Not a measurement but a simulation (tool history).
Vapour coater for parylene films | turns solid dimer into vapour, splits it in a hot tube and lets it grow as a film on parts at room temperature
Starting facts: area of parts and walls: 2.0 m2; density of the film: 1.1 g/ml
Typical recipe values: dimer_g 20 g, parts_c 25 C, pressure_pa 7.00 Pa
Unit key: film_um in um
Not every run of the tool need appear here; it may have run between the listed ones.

{"run": 1, "day": 0.0, "dimer_g": 20, "parts_c": 25, "pressure_pa": 7.0, "film_um": 6.43}
{"run": 2, "day": 2.375, "dimer_g": 20, "parts_c": 25, "pressure_pa": 7.0, "film_um": 6.44}
{"run": 3, "day": 5.804, "dimer_g": 20, "parts_c": 25, "pressure_pa": 7.0, "film_um": 6.39}
{"day": 8.467, "done": "trap's valve overhauled"}
{"run": 4, "day": 9.483, "dimer_g": 20, "parts_c": 25, "pressure_pa": 7.0, "film_um": 6.38}
{"run": 5, "day": 12.338, "dimer_g": 20, "parts_c": 25, "pressure_pa": 7.0, "film_um": 6.42}
{"run": 6, "day": 15.621, "dimer_g": 20, "parts_c": 25, "pressure_pa": 7.0, "film_um": 6.48}
{"run": 7, "day": 17.642, "dimer_g": 20, "parts_c": 25, "pressure_pa": 7.0, "film_um": 6.48}
{"run": 8, "day": 20.596, "dimer_g": 20, "parts_c": 25, "pressure_pa": 7.0, "film_um": 6.41}
{"run": 9, "day": 23.154, "dimer_g": 20, "parts_c": 25, "pressure_pa": 7.0, "film_um": 6.44}
{"run": 10, "day": 25.804, "dimer_g": 20, "parts_c": 25, "pressure_pa": 7.0, "film_um": 6.44}
{"run": 11, "day": 28.642, "dimer_g": 20, "parts_c": 32, "pressure_pa": 7.0, "film_um": 5.15}
{"run": 12, "day": 31.104, "dimer_g": 20, "parts_c": 25, "pressure_pa": 7.0, "film_um": 6.38}
{"run": 13, "day": 34.55, "dimer_g": 20, "parts_c": 25, "pressure_pa": 7.0, "film_um": 6.45}
{"run": 14, "day": 36.988, "dimer_g": 20, "parts_c": 25, "pressure_pa": 7.0, "film_um": 6.44}
{"run": 15, "day": 40.479, "dimer_g": 19, "parts_c": 25, "pressure_pa": 7.0, "film_um": 6.08}
{"run": 16, "day": 43.821, "dimer_g": 20, "parts_c": 25, "pressure_pa": 7.0, "film_um": 6.48}
{"run": 17, "day": 46.8, "dimer_g": 20, "parts_c": 25, "pressure_pa": 7.0, "film_um": 6.47}
{"run": 18, "day": 49.158, "dimer_g": 20, "parts_c": 25, "pressure_pa": 7.0, "film_um": 6.36}
{"run": 19, "day": 51.783, "dimer_g": 20, "parts_c": 25, "pressure_pa": 7.0, "film_um": 6.39}
{"day": 52.738, "done": "table's thermometer calibrated"}
{"run": 20, "day": 53.546, "dimer_g": 12, "parts_c": 25, "pressure_pa": 7.0, "film_um": 3.85}
{"run": 21, "day": 55.746, "dimer_g": 20, "parts_c": 25, "pressure_pa": 7.0, "film_um": 6.43}
{"day": 57.096, "done": "trap's valve overhauled"}
{"run": 22, "day": 57.604, "dimer_g": 20, "parts_c": 25, "pressure_pa": 11.58, "film_um": 5.82}
{"run": 23, "day": 60.0, "dimer_g": 20, "parts_c": 25, "pressure_pa": 11.58, "film_um": 5.78}
{"run": 24, "day": 61.529, "dimer_g": 20, "parts_c": 25, "pressure_pa": 11.58, "film_um": 5.78}
{"run": 25, "day": 64.192, "dimer_g": 8, "parts_c": 25, "pressure_pa": 7.0, "film_um": 2.53}
{"run": 26, "day": 66.988, "dimer_g": 20, "parts_c": 35, "pressure_pa": 2.92, "film_um": 5.62}
{"run": 27, "day": 69.479, "dimer_g": 20, "parts_c": 35, "pressure_pa": 2.92, "film_um": 5.63}
{"run": 28, "day": 72.8, "dimer_g": 20, "parts_c": 35, "pressure_pa": 2.92, "film_um": 5.59}
{"run": 29, "day": 76.412, "dimer_g": 35, "parts_c": 25, "pressure_pa": 7.0, "film_um": 11.21}
{"run": 30, "day": 80.008, "dimer_g": 16, "parts_c": 25, "pressure_pa": 7.0, "film_um": 5.14}
{"run": 31, "day": 82.621, "dimer_g": 16, "parts_c": 35, "pressure_pa": 8.46, "film_um": 3.61}
{"run": 32, "day": 85.004, "dimer_g": 12, "parts_c": 22, "pressure_pa": 9.64, "film_um": 3.97}
{"run": 33, "day": 88.379, "dimer_g": 31, "parts_c": 19, "pressure_pa": 9.64, "film_um": 11.35}
{"run": 34, "day": 90.075, "dimer_g": 9, "parts_c": 19, "pressure_pa": 9.64, "film_um": 3.3}
{"run": 35, "day": 92.392, "dimer_g": 13, "parts_c": 25, "pressure_pa": 7.0, "film_um": 4.15}
{"run": 36, "day": 95.321, "dimer_g": 15, "parts_c": 28, "pressure_pa": 7.0, "film_um": 4.36}
{"run": 37, "day": 97.579, "dimer_g": 20, "parts_c": 19, "pressure_pa": 7.27, "film_um": 7.69}
{"run": 38, "day": 100.212, "dimer_g": 9, "parts_c": 19, "pressure_pa": 7.27, "film_um": 3.42}
{"run": 39, "day": 101.771, "dimer_g": 9, "parts_c": 18, "pressure_pa": 2.52, "film_um": 4.0}
{"run": 40, "day": 103.879, "dimer_g": 23, "parts_c": 25, "pressure_pa": 9.02, "film_um": 6.98}
{"day": 105.892, "done": "trap's valve overhauled"}
{"run": 41, "day": 106.383, "dimer_g": 34, "parts_c": 24, "pressure_pa": 5.74, "film_um": 11.82}
{"run": 42, "day": 110.021, "dimer_g": 28, "parts_c": 24, "pressure_pa": 6.73, "film_um": 9.46}
{"run": 43, "day": 112.2, "dimer_g": 19, "parts_c": 24, "pressure_pa": 6.73, "film_um": 6.31}
{"run": 44, "day": 114.6, "dimer_g": 12, "parts_c": 25, "pressure_pa": 5.95, "film_um": 4.0}
{"run": 45, "day": 116.35, "dimer_g": 24, "parts_c": 25, "pressure_pa": 9.08, "film_um": 7.27}
{"run": 46, "day": 119.221, "dimer_g": 24, "parts_c": 25, "pressure_pa": 9.08, "film_um": 7.33}
{"run": 47, "day": 121.858, "dimer_g": 26, "parts_c": 25, "pressure_pa": 11.92, "film_um": 7.49}

Each row is a separate what-if for the run after 47, all from the same tool condition, not one after another. Results?
{"run": "A", "day": 123.867, "dimer_g": 21, "parts_c": 25, "pressure_pa": 11.92, "film_um": "?"}
{"run": "B", "day": 123.867, "dimer_g": 26, "parts_c": 25, "pressure_pa": 6.78, "film_um": "?"}
{"run": "C", "day": 123.867, "dimer_g": 11, "parts_c": 25, "pressure_pa": 11.92, "film_um": "?"}
{"run": "D", "day": 123.867, "dimer_g": 8, "parts_c": 36, "pressure_pa": 6.7, "film_um": "?"}

run=A film_um=6.04
run=B film_um=8.40
run=C film_um=3.15
run=D film_um=1.81
With the hidden condition removed and each run's random variation left untouched, the same runs would have given:
run=A film_um=6.05
run=B film_um=8.41
run=C film_um=3.16
run=D film_um=1.81
